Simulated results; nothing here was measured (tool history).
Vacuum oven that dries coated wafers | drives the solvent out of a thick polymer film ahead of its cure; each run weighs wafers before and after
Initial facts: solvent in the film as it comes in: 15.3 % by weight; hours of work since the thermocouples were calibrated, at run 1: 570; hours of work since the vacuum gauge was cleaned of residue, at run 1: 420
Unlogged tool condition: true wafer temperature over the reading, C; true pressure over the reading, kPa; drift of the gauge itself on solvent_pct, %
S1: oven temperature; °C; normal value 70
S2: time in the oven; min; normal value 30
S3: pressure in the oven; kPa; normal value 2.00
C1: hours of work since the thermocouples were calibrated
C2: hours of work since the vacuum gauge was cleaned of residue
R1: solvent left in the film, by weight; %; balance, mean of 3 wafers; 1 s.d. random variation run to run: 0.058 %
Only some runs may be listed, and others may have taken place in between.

| run | hour | S1 | S2 | S3 | C1 | C2 | R1 |
|---|---|---|---|---|---|---|---|
| 1 | 0.0 | 70 | 30 | 2.00 | 570 | 420 | 2.85 |
| 2 | 25.3 | 61 | 30 | 2.00 | 586 | 436 | 5.44 |
| 3 | 80.2 | 62 | 30 | 2.00 | 621 | 470 | 5.18 |
| 4 | 117.4 | 62 | 30 | 2.00 | 644 | 494 | 5.18 |
| 5 | 157.1 | 70 | 30 | 2.00 | 669 | 519 | 2.95 |
| 6 | 193.3 | 70 | 30 | 2.00 | 692 | 541 | 2.84 |
| 7 | 250.8 | 70 | 30 | 2.00 | 728 | 578 | 2.91 |
| 8 | 297.7 | 70 | 30 | 2.00 | 757 | 607 | 2.90 |
| 9 | 355.3 | 70 | 49 | 2.00 | 794 | 643 | 2.56 |
| 10 | 385.5 | 70 | 49 | 2.00 | 813 | 662 | 2.58 |
| 11 | 428.7 | 70 | 35 | 2.00 | 840 | 690 | 2.87 |
| 12 | 473.0 | 70 | 35 | 2.00 | 868 | 717 | 2.75 |
| 13 | 519.4 | 70 | 35 | 2.00 | 897 | 747 | 2.71 |
| 14 | 553.8 | 70 | 52 | 2.00 | 919 | 768 | 2.58 |
| 15 | 612.4 | 70 | 30 | 2.00 | 955 | 805 | 2.93 |
| 16 | 665.6 | 70 | 30 | 2.00 | 989 | 839 | 3.01 |
|  | 684.6 | oven's thermocouples calibrated |
| 17 | 721.5 | 70 | 30 | 2.00 | 23 | 873 | 3.35 |
| 18 | 772.6 | 67 | 30 | 2.00 | 55 | 905 | 4.03 |
| 19 | 832.2 | 67 | 30 | 2.00 | 93 | 942 | 3.93 |
| 20 | 872.3 | 67 | 30 | 2.00 | 118 | 967 | 3.88 |
| 21 | 903.4 | 67 | 30 | 2.00 | 138 | 987 | 4.02 |
| 22 | 946.2 | 67 | 30 | 2.00 | 165 | 1014 | 4.01 |
| 23 | 988.9 | 67 | 30 | 2.00 | 191 | 1041 | 3.92 |
| 24 | 1042.3 | 67 | 30 | 2.00 | 225 | 1074 | 4.01 |
|  | 1049.2 | vacuum gauge cleaned of residue and calibrated |
| 25 | 1094.4 | 67 | 30 | 2.00 | 257 | 28 | 4.18 |
| 26 | 1123.4 | 70 | 22 | 2.00 | 275 | 47 | 4.02 |
|  | 1160.7 | vacuum gauge cleaned of residue and calibrated, once more |
| 27 | 1163.2 | 62 | 15 | 7.24 | 299 | 2 | 13.35 |
| 28 | 1196.7 | 62 | 15 | 2.37 | 320 | 23 | 7.90 |
| 29 | 1258.0 | 62 | 15 | 2.37 | 359 | 61 | 8.01 |
| 30 | 1306.0 | 62 | 15 | 2.37 | 389 | 91 | 7.93 |
| 31 | 1354.6 | 62 | 15 | 3.90 | 420 | 122 | 9.62 |
| 32 | 1391.6 | 79 | 52 | 3.90 | 443 | 145 | 3.23 |
| 33 | 1449.4 | 73 | 15 | 2.00 | 479 | 182 | 3.76 |
| 34 | 1476.3 | 67 | 50 | 4.93 | 496 | 199 | 6.86 |
| 35 | 1528.5 | 67 | 50 | 4.93 | 529 | 231 | 6.86 |
| 36 | 1583.9 | 76 | 50 | 1.89 | 564 | 266 | 1.82 |
| 37 | 1624.4 | 76 | 50 | 1.89 | 589 | 292 | 1.93 |
| 38 | 1677.9 | 70 | 36 | 2.00 | 623 | 325 | 2.70 |
| 39 | 1707.3 | 74 | 35 | 2.00 | 642 | 344 | 2.16 |
| 40 | 1754.6 | 61 | 30 | 2.00 | 671 | 374 | 5.78 |
| 41 | 1814.1 | 80 | 30 | 3.69 | 709 | 411 | 2.94 |
| 42 | 1847.0 | 84 | 30 | 2.00 | 730 | 432 | 1.44 |
| 43 | 1895.9 | 81 | 16 | 2.68 | 760 | 463 | 2.37 |
| 44 | 1948.6 | 60 | 27 | 2.16 | 794 | 496 | 6.47 |
| 45 | 2010.6 | 59 | 30 | 3.79 | 832 | 535 | 9.08 |
| 46 | 2036.6 | 60 | 30 | 7.19 | 849 | 551 | 13.78 |
| 47 | 2081.4 | 56 | 18 | 6.34 | 877 | 579 | 14.74 |

Forecast each of these 3 alternatives for the next run:
| A | 2128.3 | 70 | 42 | 3.85 | 907 | 609 | ? |
| B | 2128.3 | 58 | 39 | 7.22 | 907 | 609 | ? |
| C | 2128.3 | 75 | 28 | 1.28 | 907 | 609 | ? |

| run | R1 |
|---|---|
| A | 4.80 |
| B | 14.71 |
| C | 1.57 |
With no hidden state in the tool, these same runs would have given:
| run | R1 |
|---|---|
| A | 4.74 |
| B | 14.75 |
| C | 1.47 |
